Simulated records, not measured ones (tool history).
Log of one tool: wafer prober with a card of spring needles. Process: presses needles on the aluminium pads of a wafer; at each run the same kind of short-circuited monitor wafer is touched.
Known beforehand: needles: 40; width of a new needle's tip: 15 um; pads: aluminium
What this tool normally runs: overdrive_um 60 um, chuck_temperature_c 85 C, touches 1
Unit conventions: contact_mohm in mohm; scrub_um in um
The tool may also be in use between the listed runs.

run	hour	overdrive_um	chuck_temperature_c	touches	contact_mohm	scrub_um
1	0.0	60	85	1	180	13.17
# hour 3.4: tips cleaned on abrasive film
# hour 19.8: tips cleaned on abrasive film
# hour 33.0: tips cleaned on abrasive film
# hour 49.4: tips cleaned on abrasive film
# hour 65.8: tips cleaned on abrasive film
# hour 82.3: tips cleaned on abrasive film
2	84.4	60	85	1	144	12.95
# hour 97.6: tips cleaned on abrasive film
# hour 114.0: tips cleaned on abrasive film
# hour 130.5: tips cleaned on abrasive film
# hour 146.9: tips cleaned on abrasive film
# hour 163.3: tips cleaned on abrasive film
# hour 173.0: height of the first contact set anew
3	173.0	60	64	1	177	12.85
# hour 179.6: tips cleaned on abrasive film
# hour 196.1: tips cleaned on abrasive film
# hour 212.5: tips cleaned on abrasive film
# hour 225.7: tips cleaned on abrasive film
# hour 242.1: tips cleaned on abrasive film
4	244.1	41	64	1	168	8.49
# hour 257.3: tips cleaned on abrasive film
# hour 273.7: tips cleaned on abrasive film
# hour 290.2: tips cleaned on abrasive film
# hour 306.6: tips cleaned on abrasive film
# hour 319.8: tips cleaned on abrasive film
# hour 336.2: tips cleaned on abrasive film
5	336.2	56	64	1	121	11.74
# hour 352.6: tips cleaned on abrasive film
# hour 369.1: tips cleaned on abrasive film
# hour 385.5: tips cleaned on abrasive film
6	397.4	56	64	2	166	11.57
# hour 400.8: tips cleaned on abrasive film
# hour 417.2: tips cleaned on abrasive film
# hour 430.6: height of the first contact set anew, once more
# hour 433.9: tips cleaned on abrasive film
# hour 450.4: tips cleaned on abrasive film
# hour 466.8: tips cleaned on abrasive film
# hour 483.2: tips cleaned on abrasive film
7	483.5	60	77	1	124	13.17
# hour 496.7: tips cleaned on abrasive film
# hour 509.9: tips cleaned on abrasive film
# hour 526.3: tips cleaned on abrasive film
# hour 542.7: tips cleaned on abrasive film
8	553.4	60	85	2	153	13.28
# hour 556.8: tips cleaned on abrasive film
# hour 570.0: tips cleaned on abrasive film
# hour 586.4: tips cleaned on abrasive film
# hour 602.8: tips cleaned on abrasive film
# hour 619.3: tips cleaned on abrasive film
# hour 635.7: tips cleaned on abrasive film
9	636.4	60	85	2	127	12.95
# hour 649.6: tips cleaned on abrasive film
# hour 666.0: tips cleaned on abrasive film
# hour 682.4: tips cleaned on abrasive film
10	683.2	60	85	1	127	12.74
# hour 696.4: tips cleaned on abrasive film
# hour 709.8: height of the first contact set anew
# hour 713.1: tips cleaned on abrasive film
# hour 729.6: tips cleaned on abrasive film
11	731.1	60	85	1	133	13.25
# hour 744.3: tips cleaned on abrasive film
# hour 760.7: tips cleaned on abrasive film
# hour 773.9: tips cleaned on abrasive film
# hour 790.3: tips cleaned on abrasive film
# hour 806.8: tips cleaned on abrasive film
12	812.0	60	85	1	167	13.04
# hour 821.9: tips cleaned on abrasive film
# hour 838.3: tips cleaned on abrasive film
# hour 854.7: tips cleaned on abrasive film
# hour 871.2: tips cleaned on abrasive film
# hour 887.6: tips cleaned on abrasive film
13	896.2	74	85	1	159	16.09
# hour 902.9: tips cleaned on abrasive film
# hour 919.3: tips cleaned on abrasive film
# hour 935.7: tips cleaned on abrasive film
# hour 952.2: tips cleaned on abrasive film
# hour 968.6: tips cleaned on abrasive film
# hour 980.6: card fitted with new needles
# hour 997.0: tips cleaned on abrasive film
14	1009.3	73	66	1	138	15.98
# hour 1012.6: tips cleaned on abrasive film
# hour 1029.1: tips cleaned on abrasive film
# hour 1042.2: tips cleaned on abrasive film
# hour 1058.7: tips cleaned on abrasive film
15	1068.3	65	29	2	124	14.26
# hour 1075.0: tips cleaned on abrasive film
# hour 1088.1: tips cleaned on abrasive film
# hour 1101.3: tips cleaned on abrasive film
# hour 1117.7: tips cleaned on abrasive film
16	1121.1	46	29	2	132	10.05
# hour 1131.0: tips cleaned on abrasive film
# hour 1147.5: tips cleaned on abrasive film
# hour 1163.9: tips cleaned on abrasive film
# hour 1180.3: tips cleaned on abrasive film
# hour 1196.8: tips cleaned on abrasive film
# hour 1213.2: tips cleaned on abrasive film
17	1222.6	46	115	2	154	9.77
# hour 1229.2: tips cleaned on abrasive film
# hour 1245.7: tips cleaned on abrasive film
# hour 1259.0: height of the first contact set anew
# hour 1262.4: tips cleaned on abrasive film
18	1265.3	42	107	1	156	9.22
# hour 1278.5: tips cleaned on abrasive film
# hour 1291.7: tips cleaned on abrasive film
# hour 1308.1: tips cleaned on abrasive film
19	1312.0	42	107	1	156	9.24
# hour 1321.9: tips cleaned on abrasive film
# hour 1338.4: tips cleaned on abrasive film
# hour 1354.8: tips cleaned on abrasive film
# hour 1371.2: tips cleaned on abrasive film
# hour 1387.7: tips cleaned on abrasive film
# hour 1404.1: tips cleaned on abrasive film
20	1408.1	50	43	3	126	10.78
# hour 1418.0: tips cleaned on abrasive film
# hour 1434.4: tips cleaned on abrasive film
# hour 1450.8: tips cleaned on abrasive film
# hour 1467.3: tips cleaned on abrasive film
# hour 1480.4: tips cleaned on abrasive film
# hour 1496.9: tips cleaned on abrasive film
21	1498.3	49	29	2	117	10.41
# hour 1511.5: tips cleaned on abrasive film
# hour 1527.9: tips cleaned on abrasive film
# hour 1538.0: height of the first contact set anew
# hour 1544.7: tips cleaned on abrasive film
# hour 1561.1: tips cleaned on abrasive film
# hour 1574.3: tips cleaned on abrasive film
22	1577.4	49	29	2	124	10.83
# hour 1590.6: tips cleaned on abrasive film
# hour 1607.0: tips cleaned on abrasive film
# hour 1623.4: tips cleaned on abrasive film
# hour 1636.6: tips cleaned on abrasive film
23	1639.3	49	29	2	124	10.58
# hour 1652.5: tips cleaned on abrasive film
# hour 1668.9: tips cleaned on abrasive film
# hour 1682.1: tips cleaned on abrasive film
# hour 1698.5: tips cleaned on abrasive film
24	1711.6	49	29	2	148	10.67
# hour 1714.9: tips cleaned on abrasive film
# hour 1728.1: tips cleaned on abrasive film
# hour 1744.5: tips cleaned on abrasive film
# hour 1761.0: tips cleaned on abrasive film
25	1769.2	71	92	2	129	15.41

3 ways to go on from here, each from the tool as it stands after run 25. What would each give?
# hour 1775.9: tips cleaned on abrasive film
# hour 1792.3: tips cleaned on abrasive film
# hour 1808.7: tips cleaned on abrasive film
# hour 1815.6: height of the first contact set anew
# hour 1825.5: tips cleaned on abrasive film
# hour 1841.9: tips cleaned on abrasive film
# hour 1858.4: tips cleaned on abrasive film
A	1861.9	78	80	1	?	?
# hour 1775.9: tips cleaned on abrasive film
# hour 1792.3: tips cleaned on abrasive film
# hour 1808.7: tips cleaned on abrasive film
# hour 1815.6: height of the first contact set anew
# hour 1825.5: tips cleaned on abrasive film
# hour 1841.9: tips cleaned on abrasive film
# hour 1858.4: tips cleaned on abrasive film
B	1861.9	71	96	2	?	?
# hour 1775.9: tips cleaned on abrasive film
# hour 1792.3: tips cleaned on abrasive film
# hour 1808.7: tips cleaned on abrasive film
# hour 1815.6: height of the first contact set anew
# hour 1825.5: tips cleaned on abrasive film
# hour 1841.9: tips cleaned on abrasive film
# hour 1858.4: tips cleaned on abrasive film
C	1861.9	40	85	3	?	?

run	contact_mohm	scrub_um
A	128	17.15
B	125	15.64
C	137	8.87
What these runs would have given with no unlogged condition in the tool:
run	contact_mohm	scrub_um
A	110	17.21
B	112	15.70
C	117	8.93

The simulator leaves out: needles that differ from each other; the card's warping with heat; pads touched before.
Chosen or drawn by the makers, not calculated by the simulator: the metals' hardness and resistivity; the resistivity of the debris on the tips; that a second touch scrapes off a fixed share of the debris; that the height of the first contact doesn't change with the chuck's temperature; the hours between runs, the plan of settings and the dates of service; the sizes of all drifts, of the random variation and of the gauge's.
